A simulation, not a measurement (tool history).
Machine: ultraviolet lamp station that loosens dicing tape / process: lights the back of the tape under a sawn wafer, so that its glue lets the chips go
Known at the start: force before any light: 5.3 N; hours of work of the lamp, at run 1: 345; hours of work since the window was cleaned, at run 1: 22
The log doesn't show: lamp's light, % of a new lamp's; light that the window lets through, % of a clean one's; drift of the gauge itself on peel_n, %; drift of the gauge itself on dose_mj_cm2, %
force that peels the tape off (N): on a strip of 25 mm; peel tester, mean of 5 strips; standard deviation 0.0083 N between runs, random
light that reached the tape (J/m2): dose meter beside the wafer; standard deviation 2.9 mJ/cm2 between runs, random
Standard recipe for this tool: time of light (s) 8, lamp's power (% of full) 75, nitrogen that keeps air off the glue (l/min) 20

run	hour	time of light (s)	lamp's power (% of full)	nitrogen that keeps air off the glue (l/min)	hours of work of the lamp	hours of work since the window was cleaned	force that peels the tape off (N)	light that reached the tape (J/m2)
1	0	8	75	20	345	22	0.363	3910
2	12.5	8	75	20	351	29	0.364	3890
3	30.2	8	75	20	360	38	0.389	3880
4	43.3	8	75	20	367	45	0.387	3880
5	64.4	8	75	20	378	56	0.381	3840
6	83.7	8	75	20	388	66	0.383	3820
7	96.1	8	75	20	395	72	0.383	3830
8	113.3	8	75	20	404	81	0.392	3870
9	125.5	8	75	20	410	88	0.393	3780
10	144.3	8	75	20	420	98	0.379	3790
11	159.5	8	75	20	428	106	0.394	3760
12	175.9	8	75	20	436	114	0.405	3730
13	187.3	8	98	20	442	120	0.267	4910
14	198.5	8	98	20	448	126	0.262	4850
15	210.8	8	75	10	455	132	0.555	3700
16	231.7	8	75	10	466	143	0.562	3710
17	253	8	75	10	477	154	0.582	3640
18	265.4	8	75	10	483	161	0.581	3700
19	277.4	8	75	10	490	167	0.602	3680
20	295.4	8	75	10	499	177	0.605	3670
21	310.9	8	75	10	507	185	0.592	3620
22	327.4	11	75	39	516	193	0.227	4940
23	341.7	11	86	39	523	201	0.218	5660
24	357.1	4	68	20	531	209	1.42	1580
25	375.9	4	68	20	541	219	1.451	1650
26	390.6	12	84	8	549	226	0.298	5980
27	406.1	12	78	20	557	235	0.234	5480
# hour 408.3: window cleaned of glue's vapour
28	428.1	8	75	37	568	10	0.362	3450
29	438.2	12	93	9	573	16	0.251	6350
30	459.1	12	75	20	584	27	0.249	5090
31	476.6	6	75	28	593	36	0.69	2590
32	487.3	8	91	20	599	41	0.343	4100
33	504.7	8	91	20	608	50	0.349	4030
34	514.9	16	91	20	613	56	0.211	8100
# hour 528.9: window cleaned of glue's vapour, once more
35	533.7	16	91	20	623	3	0.201	9100
36	543.2	7	91	32	628	7	0.311	3900
37	560.6	8	64	32	637	17	0.428	3150
38	573.9	11	75	20	644	24	0.244	5080
39	589.9	5	63	20	652	32	1.105	1930
40	599.1	5	63	20	657	37	1.167	1900
41	613.2	13	63	20	665	44	0.272	5040
42	623.3	13	87	16	670	49	0.214	6890

Consider 5 possible next runs. They are alternatives, not a sequence: every one starts from the tool as it was left by run 42. What does each give?
A	639	7	87	6	678	58	?	?
B	639	6	71	11	678	58	?	?
C	639	7	83	22	678	58	?	?
D	639	8	63	20	678	58	?	?
E	639	7	87	7	678	58	?	?

run	force that peels the tape off (N)	light that reached the tape (J/m2)
A	0.743	3730
B	0.958	2580
C	0.422	3580
D	0.564	3040
E	0.702	3730
With no hidden state in the tool, these same runs would have given:
run	force that peels the tape off (N)	light that reached the tape (J/m2)
A	0.578	4320
B	0.758	2990
C	0.331	4150
D	0.437	3520
E	0.545	4320
